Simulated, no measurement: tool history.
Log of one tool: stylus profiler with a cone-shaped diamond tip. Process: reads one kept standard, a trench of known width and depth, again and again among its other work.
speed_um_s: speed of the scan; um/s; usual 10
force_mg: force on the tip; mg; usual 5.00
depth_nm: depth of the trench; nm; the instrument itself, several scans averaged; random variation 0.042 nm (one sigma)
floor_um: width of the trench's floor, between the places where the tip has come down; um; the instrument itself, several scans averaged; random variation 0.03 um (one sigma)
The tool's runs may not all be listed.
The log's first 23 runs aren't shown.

run   hour  speed_um_s  force_mg  depth_nm  floor_um
 24  671.0          17      7.49    103.09     97.99
 25  689.5          11      5.88    102.61     97.93
 26  707.5          35     11.31    104.04     97.98
 27  723.2          22      7.47    103.06     98.02
 28  750.1          22      7.47    103.04     97.94
 29  778.3          22      7.47    103.06     97.96
 30  806.5           4      5.00    102.43     97.96
 31  828.8          34      7.05    102.94     97.97
 32  861.3          13     11.27    104.07     98.01

Forecast each of these 5 alternatives for the next run:
  A  881.1          25      1.76         ?         ?
  B  881.1          21      5.71         ?         ?
  C  881.1          10      7.56         ?         ?
  D  881.1          11      5.00         ?         ?
  E  881.1          13      7.81         ?         ?

run  depth_nm  floor_um
  A    101.16     97.89
  B    102.62     97.94
  C    103.17     97.97
  D    102.33     97.92
  E    103.23     97.98
Without the tool's hidden state the same runs would have given:
run  depth_nm  floor_um
  A    101.18     97.91
  B    102.63     97.96
  C    103.18     97.99
  D    102.34     97.94
  E    103.24     98.00

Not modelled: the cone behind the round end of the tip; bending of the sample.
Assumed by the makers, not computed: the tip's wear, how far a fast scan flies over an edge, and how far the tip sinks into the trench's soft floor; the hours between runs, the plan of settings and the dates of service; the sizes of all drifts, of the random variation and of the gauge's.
